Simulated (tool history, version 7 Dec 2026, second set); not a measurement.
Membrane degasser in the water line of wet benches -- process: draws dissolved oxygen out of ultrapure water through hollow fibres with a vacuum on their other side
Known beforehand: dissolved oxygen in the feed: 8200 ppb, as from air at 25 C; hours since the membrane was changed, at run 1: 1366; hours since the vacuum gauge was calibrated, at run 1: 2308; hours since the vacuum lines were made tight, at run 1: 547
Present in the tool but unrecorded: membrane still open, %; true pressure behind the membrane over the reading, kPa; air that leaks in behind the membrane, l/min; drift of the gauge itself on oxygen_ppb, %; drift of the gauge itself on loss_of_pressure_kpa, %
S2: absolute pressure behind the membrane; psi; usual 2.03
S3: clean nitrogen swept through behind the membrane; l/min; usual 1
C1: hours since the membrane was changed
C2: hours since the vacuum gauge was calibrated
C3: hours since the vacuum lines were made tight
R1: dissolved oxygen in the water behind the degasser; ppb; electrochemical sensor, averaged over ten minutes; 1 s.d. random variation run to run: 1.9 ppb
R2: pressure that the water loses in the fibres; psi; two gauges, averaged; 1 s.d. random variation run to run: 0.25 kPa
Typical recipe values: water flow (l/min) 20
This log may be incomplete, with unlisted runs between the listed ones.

Run 1, hour 0: usual settings; C1 1366; C2 2308; C3 547. Result: R1 468.1 ppb, R2 9.836 psi.
Run 2, hour 44.8: usual settings; C1 1411; C2 2353; C3 592. Result: R1 467.4 ppb, R2 9.81 psi.
Run 3, hour 74.7: usual settings; C1 1441; C2 2383; C3 622. Result: R1 470.1 ppb, R2 9.858 psi.
Run 4, hour 108.5: usual settings; C1 1475; C2 2417; C3 655. Result: R1 471.4 ppb, R2 9.754 psi.
Run 5, hour 159.5: usual settings; C1 1526; C2 2468; C3 706. Result: R1 471.4 ppb, R2 9.836 psi.
Run 6, hour 223.8: usual settings but S3 1.78 l/min; C1 1590; C2 2532; C3 771. Result: R1 286.1 ppb, R2 9.938 psi.
Run 7, hour 266.6: usual settings but S3 1.78 l/min; C1 1633; C2 2575; C3 813. Result: R1 285.2 ppb, R2 9.813 psi.
Run 8, hour 336.7: usual settings but S3 1.78 l/min; C1 1703; C2 2645; C3 884. Result: R1 283.6 ppb, R2 9.881 psi.
Run 9, hour 382.2: usual settings but S3 1.78 l/min; C1 1749; C2 2691; C3 929. Result: R1 286.4 ppb, R2 9.913 psi.
Run 10, hour 452.2: usual settings but water flow (l/min) 30, S3 1.78 l/min; C1 1819; C2 2761; C3 999. Result: R1 427.4 ppb, R2 14.753 psi.
Run 11, hour 485.5: usual settings but S3 0.92 l/min; C1 1852; C2 2794; C3 1032. Result: R1 506.2 ppb, R2 9.844 psi.
Run 12, hour 517.3: usual settings but S3 0.92 l/min; C1 1884; C2 2826; C3 1064. Result: R1 506.4 ppb, R2 9.806 psi.
Run 13, hour 562.2: usual settings but S3 0.92 l/min; C1 1929; C2 2871; C3 1109. Result: R1 503.5 ppb, R2 9.841 psi.
Run 14, hour 619.6: usual settings; C1 1986; C2 2928; C3 1166. Result: R1 467.2 ppb, R2 9.871 psi.
Run 15, hour 661.9: usual settings; C1 2028; C2 2970; C3 1209. Result: R1 471.8 ppb, R2 9.937 psi.
Run 16, hour 718.1: usual settings; C1 2084; C2 3027; C3 1265. Result: R1 469.5 ppb, R2 9.951 psi.
At hour 724.8: vacuum gauge calibrated.
Run 17, hour 788.3: usual settings but water flow (l/min) 26; C1 2154; C2 64; C3 1335. Result: R1 596.7 ppb, R2 12.86 psi.
Run 18, hour 847.2: usual settings but water flow (l/min) 26; C1 2213; C2 122; C3 1394. Result: R1 598.9 ppb, R2 12.894 psi.
Run 19, hour 913.3: usual settings but S2 1.91 psi, S3 1.17 l/min; C1 2279; C2 189; C3 1460. Result: R1 387.3 ppb, R2 9.963 psi.
Run 20, hour 982.9: usual settings but S2 1.91 psi, S3 1.17 l/min; C1 2349; C2 258; C3 1529. Result: R1 389.4 ppb, R2 9.923 psi.
Run 21, hour 1021.1: usual settings but water flow (l/min) 24, S2 4.08 psi; C1 2387; C2 296; C3 1568. Result: R1 1169 ppb, R2 11.987 psi.
Run 22, hour 1054.4: usual settings but water flow (l/min) 24, S2 4.08 psi; C1 2420; C2 330; C3 1601. Result: R1 1168.1 ppb, R2 11.896 psi.
At hour 1099.3: vacuum gauge calibrated, once more.
Run 23, hour 1121: usual settings but water flow (l/min) 24, S2 4.08 psi; C1 2486; C2 22; C3 1667. Result: R1 1148.4 ppb, R2 11.925 psi.
Run 24, hour 1167.4: usual settings but water flow (l/min) 28, S2 4.08 psi; C1 2533; C2 68; C3 1713. Result: R1 1302.5 ppb, R2 13.882 psi.
Run 25, hour 1221.4: usual settings but water flow (l/min) 27, S2 1.31 psi, S3 2.05 l/min; C1 2587; C2 122; C3 1767. Result: R1 190.8 ppb, R2 13.354 psi.
Run 26, hour 1281.7: usual settings but water flow (l/min) 27, S2 4.89 psi, S3 0.81 l/min; C1 2647; C2 182; C3 1828. Result: R1 1752.4 ppb, R2 13.381 psi.
Run 27, hour 1325.4: usual settings but water flow (l/min) 22, S2 3.96 psi; C1 2691; C2 226; C3 1871. Result: R1 1042.7 ppb, R2 10.987 psi.
Run 28, hour 1386.6: usual settings but water flow (l/min) 22, S2 3.96 psi; C1 2752; C2 287; C3 1932. Result: R1 1044.5 ppb, R2 10.949 psi.
Run 29, hour 1450.9: usual settings but water flow (l/min) 22, S2 2.12 psi, S3 2.01 l/min; C1 2816; C2 352; C3 1997. Result: R1 293.5 ppb, R2 10.913 psi.
Run 30, hour 1485.2: usual settings but water flow (l/min) 13, S2 3.67 psi, S3 0.43 l/min; C1 2851; C2 386; C3 2031. Result: R1 1228.6 ppb, R2 6.418 psi.
Run 31, hour 1539.3: usual settings but S2 2.44 psi, S3 0.62 l/min; C1 2905; C2 440; C3 2085. Result: R1 844.4 ppb, R2 9.974 psi.
Run 32, hour 1572.2: usual settings but water flow (l/min) 17, S2 2.44 psi, S3 0.76 l/min; C1 2938; C2 473; C3 2118. Result: R1 630 ppb, R2 8.456 psi.

Each run again, without the hidden state but with its own random variation kept:
run      R1      R2
  1   459.5   9.713
  2   458.6   9.683
  3   461.2   9.728
  4   462.4   9.622
  5   462.2   9.699
  6   279.9   9.791
  7   278.9   9.667
  8   277.2   9.725
  9   279.8   9.754
 10     417  14.505
 11   495.3   9.675
 12   495.4   9.635
 13   492.3   9.665
 14   456.5    9.69
 15   460.8   9.751
 16   458.5   9.758
 17   578.8  12.605
 18   580.6   12.63
 19     374   9.754
 20   375.8   9.709
 21  1151.8  11.723
 22  1150.7  11.629
 23  1144.4  11.651
 24    1298  13.557
 25   187.8  13.033
 26  1747.4  13.055
 27    1038  10.715
 28  1039.6   10.67
 29   290.6  10.628
 30  1222.5   6.248
 31   840.7   9.706
 32   625.9   8.227
